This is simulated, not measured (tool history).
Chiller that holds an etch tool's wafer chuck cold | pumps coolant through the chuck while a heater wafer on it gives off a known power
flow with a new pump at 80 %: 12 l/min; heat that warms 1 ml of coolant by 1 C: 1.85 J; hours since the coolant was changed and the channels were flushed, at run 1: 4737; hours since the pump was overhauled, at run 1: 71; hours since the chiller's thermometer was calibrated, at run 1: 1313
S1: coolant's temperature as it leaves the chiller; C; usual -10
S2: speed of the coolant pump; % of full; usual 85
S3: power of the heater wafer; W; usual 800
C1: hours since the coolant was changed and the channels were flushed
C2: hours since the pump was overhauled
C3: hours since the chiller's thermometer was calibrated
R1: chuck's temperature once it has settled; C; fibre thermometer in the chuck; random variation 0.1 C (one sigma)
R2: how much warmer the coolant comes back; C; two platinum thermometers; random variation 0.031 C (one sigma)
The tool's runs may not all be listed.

Run 1, day 0.000: usual settings; C1 4737; C2 71; C3 1313. Result: R1 0.2 C, R2 2.03 C.
Run 2, day 1.512: usual settings; C1 4773; C2 107; C3 1349. Result: R1 0.2 C, R2 2.00 C.
Run 3, day 2.454: usual settings; C1 4796; C2 130; C3 1372. Result: R1 0.2 C, R2 1.96 C.
Run 4, day 3.821: usual settings; C1 4829; C2 162; C3 1405. Result: R1 0.0 C, R2 1.98 C.
Run 5, day 4.717: usual settings; C1 4850; C2 184; C3 1426. Result: R1 0.1 C, R2 2.05 C.
Run 6, day 5.846: usual settings; C1 4877; C2 211; C3 1453. Result: R1 0.1 C, R2 2.01 C.
Run 7, day 7.308: usual settings; C1 4913; C2 246; C3 1489. Result: R1 0.3 C, R2 2.01 C.
Run 8, day 8.196: usual settings; C1 4934; C2 267; C3 1510. Result: R1 0.2 C, R2 2.00 C.
Run 9, day 9.383: usual settings; C1 4962; C2 296; C3 1538. Result: R1 0.2 C, R2 2.02 C.
Run 10, day 10.658: usual settings; C1 4993; C2 327; C3 1569. Result: R1 0.2 C, R2 2.03 C.
Run 11, day 12.121: usual settings; C1 5028; C2 362; C3 1604. Result: R1 0.2 C, R2 2.04 C.
Run 12, day 13.325: usual settings but S1 -2 C, S3 410 W; C1 5057; C2 391; C3 1633. Result: R1 3.3 C, R2 1.07 C.
Run 13, day 14.329: usual settings but S1 -2 C, S3 410 W; C1 5081; C2 415; C3 1657. Result: R1 3.3 C, R2 1.03 C.
Run 14, day 15.858: usual settings but S1 -2 C, S2 96 % of full; C1 5118; C2 451; C3 1694. Result: R1 7.6 C, R2 1.79 C.
Run 15, day 16.796: usual settings but S1 -8 C, S2 79 % of full; C1 5140; C2 474; C3 1716. Result: R1 2.7 C, R2 2.16 C.
Run 16, day 17.821: usual settings but S1 -8 C, S2 79 % of full; C1 5165; C2 498; C3 1741. Result: R1 2.8 C, R2 2.17 C.
Run 17, day 19.162: usual settings but S1 -15 C, S2 87 % of full; C1 5197; C2 531; C3 1773. Result: R1 -5.0 C, R2 1.98 C.
Run 18, day 20.758: usual settings but S2 97 % of full, S3 429 W; C1 5235; C2 569; C3 1811. Result: R1 -5.2 C, R2 1.02 C.

Some steps in R1 between neighbouring runs. How much of each would the tool show without its hidden state too (settings, what came in, random variation), and how much is left for the hidden state, with any gauge scatter that isn't in both results?
The hidden state here: heat passed by the chuck's channels, % of clean ones'; flow at a given pump speed, % of a new pump's; coolant's true temperature over the reading, C; drift of the gauge itself on chuck_c, C; drift of the gauge itself on warmer_back_c, C.
Run 16 -> 17: S1 -8 -> -15, S2 79 -> 87. R1 -7.8 C: hidden state +0.0, all else -7.8.
Run 17 -> 18: S1 -15 -> -10, S2 87 -> 97, S3 800 -> 429. R1 -0.2 C: hidden state -0.8, all else +0.6.

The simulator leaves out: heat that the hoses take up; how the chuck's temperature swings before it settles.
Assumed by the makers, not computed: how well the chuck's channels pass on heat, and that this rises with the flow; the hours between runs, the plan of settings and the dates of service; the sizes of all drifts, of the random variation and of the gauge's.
